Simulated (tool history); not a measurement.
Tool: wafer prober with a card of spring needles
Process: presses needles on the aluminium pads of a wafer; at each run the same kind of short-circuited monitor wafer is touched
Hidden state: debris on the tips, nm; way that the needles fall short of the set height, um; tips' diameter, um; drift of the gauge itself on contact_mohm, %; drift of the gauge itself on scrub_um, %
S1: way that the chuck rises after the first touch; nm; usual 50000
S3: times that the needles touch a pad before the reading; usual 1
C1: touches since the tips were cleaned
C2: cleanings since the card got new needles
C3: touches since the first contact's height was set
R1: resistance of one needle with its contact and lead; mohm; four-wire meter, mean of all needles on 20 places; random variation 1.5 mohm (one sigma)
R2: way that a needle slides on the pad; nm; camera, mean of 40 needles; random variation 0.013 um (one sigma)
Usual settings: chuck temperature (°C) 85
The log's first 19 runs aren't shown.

{"run": 20, "hour": 187.9, "S1": 50000, "chuck temperature (°C)": 26, "S3": 2, "C1": 4601, "C2": 23, "C3": 29322, "R1": 129, "R2": 12980}
{"hour": 197.2, "done": "tips cleaned on abrasive film"}
{"run": 21, "hour": 200.4, "S1": 50000, "chuck temperature (°C)": 26, "S3": 2, "C1": 1024, "C2": 24, "C3": 33287, "R1": 132, "R2": 12990}
{"run": 22, "hour": 207.9, "S1": 32000, "chuck temperature (°C)": 123, "S3": 2, "C1": 3391, "C2": 24, "C3": 35654, "R1": 156, "R2": 8310}
{"run": 23, "hour": 218.4, "S1": 42000, "chuck temperature (°C)": 47, "S3": 1, "C1": 6733, "C2": 24, "C3": 38996, "R1": 137, "R2": 10910}
{"hour": 222.0, "done": "tips cleaned on abrasive film"}
{"run": 24, "hour": 232.5, "S1": 38000, "chuck temperature (°C)": 82, "S3": 1, "C1": 3341, "C2": 25, "C3": 43463, "R1": 141, "R2": 9860}
{"run": 25, "hour": 243.5, "S1": 66000, "chuck temperature (°C)": 103, "S3": 1, "C1": 6845, "C2": 25, "C3": 46967, "R1": 137, "R2": 17180}
{"hour": 246.7, "done": "tips cleaned on abrasive film"}
{"run": 26, "hour": 252.4, "S1": 54000, "chuck temperature (°C)": 85, "S3": 1, "C1": 1815, "C2": 26, "C3": 49779, "R1": 140, "R2": 14030}
{"run": 27, "hour": 261.1, "S1": 65000, "chuck temperature (°C)": 68, "S3": 2, "C1": 4583, "C2": 26, "C3": 52547, "R1": 132, "R2": 16910}
{"run": 28, "hour": 268.3, "S1": 65000, "chuck temperature (°C)": 98, "S3": 3, "C1": 6876, "C2": 26, "C3": 54840, "R1": 138, "R2": 16890}
{"hour": 270.6, "done": "tips cleaned on abrasive film"}
{"run": 29, "hour": 280.8, "S1": 48000, "chuck temperature (°C)": 85, "S3": 1, "C1": 3253, "C2": 27, "C3": 58769, "R1": 139, "R2": 12480}
{"hour": 294.9, "done": "tips cleaned on abrasive film"}
{"run": 30, "hour": 294.9, "S1": 59000, "chuck temperature (°C)": 46, "S3": 1, "C1": 0, "C2": 28, "C3": 63233, "R1": 129, "R2": 15330}
{"run": 31, "hour": 308.7, "S1": 59000, "chuck temperature (°C)": 46, "S3": 1, "C1": 4394, "C2": 28, "C3": 67627, "R1": 130, "R2": 15320}
{"hour": 319.3, "done": "tips cleaned on abrasive film"}
{"run": 32, "hour": 319.9, "S1": 59000, "chuck temperature (°C)": 46, "S3": 1, "C1": 188, "C2": 29, "C3": 71173, "R1": 131, "R2": 15310}
{"run": 33, "hour": 333.0, "S1": 59000, "chuck temperature (°C)": 46, "S3": 1, "C1": 4342, "C2": 29, "C3": 75327, "R1": 130, "R2": 15320}

5 ways to go on from here, each from the tool as it stands after run 33. What would each give?
{"hour": 344.3, "done": "tips cleaned on abrasive film"}
{"run": "A", "hour": 345.4, "S1": 59000, "chuck temperature (°C)": 31, "S3": 3, "C1": 362, "C2": 30, "C3": 79251, "R1": "?", "R2": "?"}
{"hour": 344.3, "done": "tips cleaned on abrasive film"}
{"run": "B", "hour": 345.4, "S1": 59000, "chuck temperature (°C)": 69, "S3": 1, "C1": 362, "C2": 30, "C3": 79251, "R1": "?", "R2": "?"}
{"hour": 344.3, "done": "tips cleaned on abrasive film"}
{"run": "C", "hour": 345.4, "S1": 42000, "chuck temperature (°C)": 101, "S3": 2, "C1": 362, "C2": 30, "C3": 79251, "R1": "?", "R2": "?"}
{"hour": 344.3, "done": "tips cleaned on abrasive film"}
{"run": "D", "hour": 345.4, "S1": 46000, "chuck temperature (°C)": 54, "S3": 1, "C1": 362, "C2": 30, "C3": 79251, "R1": "?", "R2": "?"}
{"hour": 344.3, "done": "tips cleaned on abrasive film"}
{"run": "E", "hour": 345.4, "S1": 58000, "chuck temperature (°C)": 85, "S3": 2, "C1": 362, "C2": 30, "C3": 79251, "R1": "?", "R2": "?"}

run=A R1=128 R2=15330
run=B R1=133 R2=15350
run=C R1=146 R2=10890
run=D R1=138 R2=11970
run=E R1=136 R2=15060
Without the tool's hidden state the same runs would have given:
run=A R1=128 R2=15330
run=B R1=133 R2=15350
run=C R1=146 R2=10890
run=D R1=138 R2=11970
run=E R1=136 R2=15060

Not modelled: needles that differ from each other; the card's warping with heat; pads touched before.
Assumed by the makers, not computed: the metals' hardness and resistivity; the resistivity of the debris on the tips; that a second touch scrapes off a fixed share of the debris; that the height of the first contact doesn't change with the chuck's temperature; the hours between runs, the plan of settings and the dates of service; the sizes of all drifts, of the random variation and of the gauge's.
